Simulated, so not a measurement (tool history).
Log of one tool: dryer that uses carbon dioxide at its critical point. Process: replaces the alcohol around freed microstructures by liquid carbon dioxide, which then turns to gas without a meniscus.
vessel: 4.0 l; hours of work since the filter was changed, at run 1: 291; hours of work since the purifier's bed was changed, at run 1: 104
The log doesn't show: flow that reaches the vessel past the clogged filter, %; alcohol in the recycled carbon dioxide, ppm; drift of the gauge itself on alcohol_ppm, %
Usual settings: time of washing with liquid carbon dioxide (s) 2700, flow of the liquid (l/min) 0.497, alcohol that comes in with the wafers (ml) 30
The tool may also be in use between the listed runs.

| run | hour | time of washing with liquid carbon dioxide (s) | flow of the liquid (l/min) | alcohol that comes in with the wafers (ml) | hours of work since the filter was changed | hours of work since the purifier's bed was changed | alcohol left in the vessel before it's heated (ppm by volume) |
|---|---|---|---|---|---|---|---|
| 1 | 0.0 | 2700 | 0.497 | 30 | 291 | 104 | 172 |
| 2 | 10.7 | 2700 | 0.497 | 30 | 298 | 111 | 184 |
| 3 | 21.1 | 2700 | 0.720 | 30 | 305 | 118 | 45 |
| 4 | 29.7 | 2700 | 0.497 | 30 | 311 | 124 | 175 |
| 5 | 34.4 | 3420 | 0.497 | 30 | 314 | 127 | 84 |
| 6 | 41.9 | 4140 | 0.497 | 30 | 319 | 132 | 37 |
| 7 | 52.0 | 2700 | 0.497 | 30 | 326 | 139 | 185 |
| 8 | 57.4 | 2700 | 0.497 | 30 | 330 | 143 | 196 |
| 9 | 65.3 | 2700 | 0.497 | 30 | 335 | 148 | 196 |
| 10 | 71.3 | 2700 | 0.497 | 30 | 339 | 152 | 191 |
| 11 | 76.0 | 2700 | 0.497 | 30 | 343 | 156 | 187 |
| 12 | 84.0 | 2700 | 0.497 | 30 | 348 | 161 | 195 |
| 13 | 94.7 | 2700 | 0.497 | 30 | 356 | 169 | 193 |
| 14 | 100.6 | 2100 | 0.429 | 26 | 360 | 173 | 550 |
| 15 | 110.3 | 2280 | 0.497 | 30 | 366 | 179 | 340 |
| 16 | 117.1 | 2640 | 0.784 | 30 | 371 | 184 | 55 |
| 17 | 123.1 | 3180 | 0.497 | 30 | 375 | 188 | 126 |
| 18 | 128.5 | 2580 | 0.551 | 21 | 379 | 192 | 126 |
| 19 | 138.7 | 2580 | 0.551 | 21 | 386 | 199 | 121 |
| 20 | 145.1 | 3000 | 0.343 | 21 | 390 | 203 | 361 |
| 21 | 151.8 | 2580 | 0.561 | 25 | 395 | 208 | 139 |
| 22 | 162.9 | 2940 | 0.629 | 45 | 402 | 215 | 115 |
| 23 | 171.9 | 2220 | 0.491 | 83 | 408 | 221 | 984 |
| 24 | 182.9 | 2220 | 0.491 | 83 | 416 | 229 | 1008 |

Forecast each of these 5 alternatives for the next run:
| A | 194.4 | 2040 | 0.491 | 25 | 424 | 237 | ? |
| B | 194.4 | 3900 | 0.372 | 30 | 424 | 237 | ? |
| C | 194.4 | 2700 | 0.497 | 27 | 424 | 237 | ? |
| D | 194.4 | 2220 | 0.642 | 83 | 424 | 237 | ? |
| E | 194.4 | 2400 | 0.421 | 22 | 424 | 237 | ? |

| run | alcohol left in the vessel before it's heated (ppm by volume) |
|---|---|
| A | 436 |
| B | 197 |
| C | 206 |
| D | 399 |
| E | 385 |
Without the tool's hidden state the same runs would have given:
| run | alcohol left in the vessel before it's heated (ppm by volume) |
|---|---|
| A | 271 |
| B | 95 |
| C | 98 |
| D | 211 |
| E | 234 |

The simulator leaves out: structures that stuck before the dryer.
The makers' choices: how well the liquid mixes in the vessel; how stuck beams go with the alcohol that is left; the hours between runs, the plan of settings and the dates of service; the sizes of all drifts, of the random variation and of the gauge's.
